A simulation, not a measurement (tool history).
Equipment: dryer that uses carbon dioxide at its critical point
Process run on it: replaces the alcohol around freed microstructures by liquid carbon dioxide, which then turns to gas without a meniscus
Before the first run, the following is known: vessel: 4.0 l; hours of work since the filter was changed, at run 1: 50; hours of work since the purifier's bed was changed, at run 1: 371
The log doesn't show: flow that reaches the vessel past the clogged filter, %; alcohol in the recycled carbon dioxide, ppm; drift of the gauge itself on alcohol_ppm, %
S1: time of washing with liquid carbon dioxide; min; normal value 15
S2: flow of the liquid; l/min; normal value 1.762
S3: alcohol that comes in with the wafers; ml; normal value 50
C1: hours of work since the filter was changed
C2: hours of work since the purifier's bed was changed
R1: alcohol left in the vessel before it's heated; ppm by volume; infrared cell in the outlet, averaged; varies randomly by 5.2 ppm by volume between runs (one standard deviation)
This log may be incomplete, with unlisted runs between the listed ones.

run   hour  S1     S2  S3   C1   C2   R1
  1    0.0  15  1.762  50   50  371  158
  2   23.7  15  1.762  50   59  380  158
  3   45.5  15  1.762  50   68  389  164
  4   68.1  15  1.762  50   77  397  174
  5   98.1  15  1.762  50   88  409  178
  6  117.1  15  1.460  50   96  416  292
  7  145.6  15  1.762  50  107  427  174
  8  176.2  15  1.500  50  119  439  278
  9  199.5  15  1.500  50  128  448  291
 10  229.5  15  1.170  50  140  460  575
 11  259.5  15  1.170  50  151  472  584
 12  279.7  15  1.170  50  159  480  579
 13  309.9  23  1.762  44  171  491  101
 14  324.1  14  1.720  50  176  497  268

Predict the results of run 15:
 15  354.2  14  1.720  50  188  509   ?

{"run 15": {"R1": 254}}
With no hidden state in the tool, this same run would have given R1 123 ppm by volume.
